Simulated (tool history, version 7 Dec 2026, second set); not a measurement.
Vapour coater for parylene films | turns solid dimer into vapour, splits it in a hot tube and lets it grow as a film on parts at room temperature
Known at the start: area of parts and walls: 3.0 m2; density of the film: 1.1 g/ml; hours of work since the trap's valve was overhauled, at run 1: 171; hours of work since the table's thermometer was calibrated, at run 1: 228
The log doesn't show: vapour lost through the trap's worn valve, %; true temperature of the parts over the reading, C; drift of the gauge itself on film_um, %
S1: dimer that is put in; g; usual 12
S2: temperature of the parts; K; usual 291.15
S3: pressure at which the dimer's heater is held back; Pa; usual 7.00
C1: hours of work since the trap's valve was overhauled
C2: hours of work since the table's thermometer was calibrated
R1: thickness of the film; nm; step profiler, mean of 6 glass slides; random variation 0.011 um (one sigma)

run	day	S1	S2	S3	C1	C2	R1
1	0.000	12	291.15	7.00	171	228	1730
2	0.542	12	291.15	2.11	180	238	2310
3	1.096	12	291.15	7.00	190	247	1710
4	1.654	12	291.15	7.00	200	257	1700
5	2.379	12	291.15	7.00	212	270	1670
6	3.029	12	291.15	7.00	224	282	1680

Run 7 comes next. What will it give?
# day 3.454: trap's valve overhauled
7	3.896	12	291.15	7.00	8	294	?

Run 7 gave R1 1940 nm.
Without the tool's hidden state the same run would have given R1 1930 nm.
